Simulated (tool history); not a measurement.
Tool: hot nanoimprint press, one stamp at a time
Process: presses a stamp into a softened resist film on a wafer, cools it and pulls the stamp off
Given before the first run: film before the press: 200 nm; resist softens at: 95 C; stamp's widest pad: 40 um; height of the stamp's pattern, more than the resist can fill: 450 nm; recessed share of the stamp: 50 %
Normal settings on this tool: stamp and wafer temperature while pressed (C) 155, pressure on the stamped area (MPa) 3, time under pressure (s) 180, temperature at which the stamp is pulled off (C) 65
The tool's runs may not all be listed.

run	hour	stamp and wafer temperature while pressed (C)	pressure on the stamped area (MPa)	time under pressure (s)	temperature at which the stamp is pulled off (C)	resist left under the stamp's widest pad (angstrom)	greatest force while the stamp is pulled off (N)
1	0	155	3	180	65	1158	126
2	39.3	155	2.79	180	65	1193	124
3	59.6	155	2.79	180	65	1191	121
4	93.6	155	4.09	180	65	1010	125
# hour 116.7: stamp cleaned and given a new release coat
5	142.1	155	4.09	180	65	1004	123
6	180.3	155	4.09	180	65	1002	124
7	209.4	155	3	346	65	928	123
8	239.6	155	3	346	65	924	123
# hour 263.4: plate thermocouple calibrated
9	263.4	155	3	346	65	931	123
10	301.6	155	2.63	180	65	1214	124
# hour 317.7: stamp cleaned and given a new release coat
11	342.9	151	2.63	180	65	1408	123
12	383	162	3	180	65	841	125
13	406.2	162	3	180	65	838	121
14	443.6	155	3	195	65	1124	123
15	486.5	155	3	195	65	1119	121
# hour 515.6: stamp cleaned and given a new release coat
16	516.9	155	3	195	65	1117	124
17	539.1	153	3	180	65	1249	121
18	560.7	149	3	180	65	1447	121
19	606.4	149	3	180	65	1445	125
20	648.6	149	3	141	58	1517	131
21	673.5	155	3	324	61	944	124
# hour 711.6: stamp cleaned and given a new release coat
22	714.7	155	2.09	150	65	1377	126
# hour 757.8: plate thermocouple calibrated
23	761.6	164	2.09	239	64	827	122
24	788.3	164	2.09	155	66	963	124
25	833.3	164	2.09	155	66	962	119
26	857.5	154	3	180	70	1196	118
# hour 865: gauge calibrated
27	888.4	146	3.3	315	65	1385	124
# hour 913.5: stamp cleaned and given a new release coat
28	925.7	163	3.28	315	65	624	122
29	955.6	163	3.28	315	65	618	126
# hour 989.9: press's hydraulic seals changed and the load cell set to zero
30	995.9	163	3.28	315	65	620	124

Here are 3 independent what-if runs from the current tool condition. What would each one return?
A	1036.6	163	2.28	315	65	?	?
B	1036.6	164	3.65	156	65	?	?
C	1036.6	163	3.28	138	65	?	?

run	resist left under the stamp's widest pad (angstrom)	greatest force while the stamp is pulled off (N)
A	754	125
B	731	124
C	847	120
With the hidden condition removed and each run's random variation left untouched, the same runs would have given:
run	resist left under the stamp's widest pad (angstrom)	greatest force while the stamp is pulled off (N)
A	756	124
B	734	123
C	850	119
